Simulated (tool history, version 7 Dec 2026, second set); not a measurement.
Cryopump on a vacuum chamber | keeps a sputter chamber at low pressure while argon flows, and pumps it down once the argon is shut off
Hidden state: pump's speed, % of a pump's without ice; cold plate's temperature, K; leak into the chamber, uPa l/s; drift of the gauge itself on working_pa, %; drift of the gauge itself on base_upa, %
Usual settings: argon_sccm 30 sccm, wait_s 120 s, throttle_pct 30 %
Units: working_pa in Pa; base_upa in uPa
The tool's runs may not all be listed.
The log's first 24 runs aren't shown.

run	hour	argon_sccm	wait_s	throttle_pct	hours of work since the pump was warmed up and emptied	hours of work since the cold head was overhauled	hours of work since the chamber's fittings were tightened	working_pa	base_upa
25	662.8	48	28	51	239	1410	98	0.0840	0.84
26	690.8	23	115	18	263	1434	121	0.1074	0.40
27	723.5	13	64	54	291	1462	149	0.0223	0.56
28	750.8	60	120	17	314	1485	172	0.3026	0.48
29	787.8	32	30	28	346	1516	204	0.1025	0.88
30	804.3	32	30	28	360	1530	218	0.1021	0.90
31	838.9	32	30	28	389	1560	247	0.1021	0.93
32	860.7	30	166	57	408	1578	266	0.0507	0.50
33	891.9	16	200	38	434	1605	292	0.0399	0.55
34	921.6	14	87	50	459	1630	318	0.0274	0.66
35	943.9	17	29	44	478	1649	336	0.0369	1.06

Forecast each of these 3 alternatives for the next run:
A	966.5	16	29	44	498	1668	356	?	?
B	966.5	17	22	44	498	1668	356	?	?
C	966.5	30	120	30	498	1668	356	?	?

run	working_pa	base_upa
A	0.0348	1.06
B	0.0373	1.23
C	0.0918	0.63
Without the tool's hidden state the same runs would have given:
run	working_pa	base_upa
A	0.0297	0.70
B	0.0318	0.87
C	0.0822	0.27

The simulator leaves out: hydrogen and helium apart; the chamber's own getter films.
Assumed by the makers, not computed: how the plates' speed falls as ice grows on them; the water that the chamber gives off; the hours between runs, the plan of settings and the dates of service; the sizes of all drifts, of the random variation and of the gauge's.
